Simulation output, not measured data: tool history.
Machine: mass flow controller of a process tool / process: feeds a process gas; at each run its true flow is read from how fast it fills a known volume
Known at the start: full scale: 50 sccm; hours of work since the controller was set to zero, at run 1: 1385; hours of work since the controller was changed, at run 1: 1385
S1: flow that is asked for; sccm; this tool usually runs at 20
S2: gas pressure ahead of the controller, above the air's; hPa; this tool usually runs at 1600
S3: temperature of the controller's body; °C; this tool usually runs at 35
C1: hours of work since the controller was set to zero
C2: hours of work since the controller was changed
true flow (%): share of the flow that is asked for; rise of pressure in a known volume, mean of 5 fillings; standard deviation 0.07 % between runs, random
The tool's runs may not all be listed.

{"run": 1, "day": 0.0, "S1": 20, "S2": 1600, "S3": 35, "C1": 1385, "C2": 1385, "true flow (%)": 97.3}
{"run": 2, "day": 13.383, "S1": 20, "S2": 1600, "S3": 35, "C1": 1484, "C2": 1484, "true flow (%)": 97.18}
{"run": 3, "day": 23.038, "S1": 20, "S2": 1600, "S3": 23, "C1": 1556, "C2": 1556, "true flow (%)": 98.67}
{"run": 4, "day": 29.742, "S1": 20, "S2": 1600, "S3": 23, "C1": 1606, "C2": 1606, "true flow (%)": 98.59}
{"run": 5, "day": 42.579, "S1": 20, "S2": 1600, "S3": 23, "C1": 1701, "C2": 1701, "true flow (%)": 98.63}
{"run": 6, "day": 54.983, "S1": 20, "S2": 1600, "S3": 23, "C1": 1794, "C2": 1794, "true flow (%)": 98.64}
{"run": 7, "day": 61.758, "S1": 20, "S2": 2190, "S3": 23, "C1": 1844, "C2": 1844, "true flow (%)": 98.72}
{"run": 8, "day": 69.183, "S1": 20, "S2": 2190, "S3": 23, "C1": 1899, "C2": 1899, "true flow (%)": 98.66}
{"run": 9, "day": 74.75, "S1": 20, "S2": 2190, "S3": 23, "C1": 1940, "C2": 1940, "true flow (%)": 98.62}
{"run": 10, "day": 81.017, "S1": 20, "S2": 2190, "S3": 23, "C1": 1987, "C2": 1987, "true flow (%)": 98.65}
{"run": 11, "day": 93.125, "S1": 20, "S2": 2190, "S3": 23, "C1": 2077, "C2": 2077, "true flow (%)": 98.75}
{"run": 12, "day": 99.458, "S1": 20, "S2": 1450, "S3": 35, "C1": 2124, "C2": 2124, "true flow (%)": 97.33}
{"run": 13, "day": 105.304, "S1": 26, "S2": 1600, "S3": 25, "C1": 2168, "C2": 2168, "true flow (%)": 98.68}
{"run": 14, "day": 111.721, "S1": 10, "S2": 2010, "S3": 29, "C1": 2215, "C2": 2215, "true flow (%)": 97.94}
{"run": 15, "day": 119.462, "S1": 10, "S2": 2120, "S3": 20, "C1": 2273, "C2": 2273, "true flow (%)": 99.1}
{"run": 16, "day": 126.967, "S1": 7, "S2": 2660, "S3": 20, "C1": 2329, "C2": 2329, "true flow (%)": 99.52}
{"run": 17, "day": 133.025, "S1": 20, "S2": 1600, "S3": 29, "C1": 2374, "C2": 2374, "true flow (%)": 97.93}
{"run": 18, "day": 142.788, "S1": 20, "S2": 1600, "S3": 29, "C1": 2446, "C2": 2446, "true flow (%)": 97.97}
{"run": 19, "day": 148.45, "S1": 20, "S2": 1600, "S3": 29, "C1": 2489, "C2": 2489, "true flow (%)": 97.87}
{"run": 20, "day": 160.1, "S1": 15, "S2": 1780, "S3": 27, "C1": 2575, "C2": 2575, "true flow (%)": 98.13}

4 ways to go on from here, each from the tool as it stands after run 20. What would each give?
{"run": "A", "day": 170.708, "S1": 21, "S2": 2320, "S3": 35, "C1": 2654, "C2": 2654, "true flow (%)": "?"}
{"run": "B", "day": 170.708, "S1": 20, "S2": 1600, "S3": 22, "C1": 2654, "C2": 2654, "true flow (%)": "?"}
{"run": "C", "day": 170.708, "S1": 15, "S2": 1800, "S3": 27, "C1": 2654, "C2": 2654, "true flow (%)": "?"}
{"run": "D", "day": 170.708, "S1": 47, "S2": 1600, "S3": 35, "C1": 2654, "C2": 2654, "true flow (%)": "?"}

run=A true_flow_(%)=97.47
run=B true_flow_(%)=98.73
run=C true_flow_(%)=98.27
run=D true_flow_(%)=98.51
The same runs, with their run-to-run variation unchanged, on a tool lacking any hidden condition would have given:
run=A true_flow_(%)=97.12
run=B true_flow_(%)=98.34
run=C true_flow_(%)=97.64
run=D true_flow_(%)=98.54
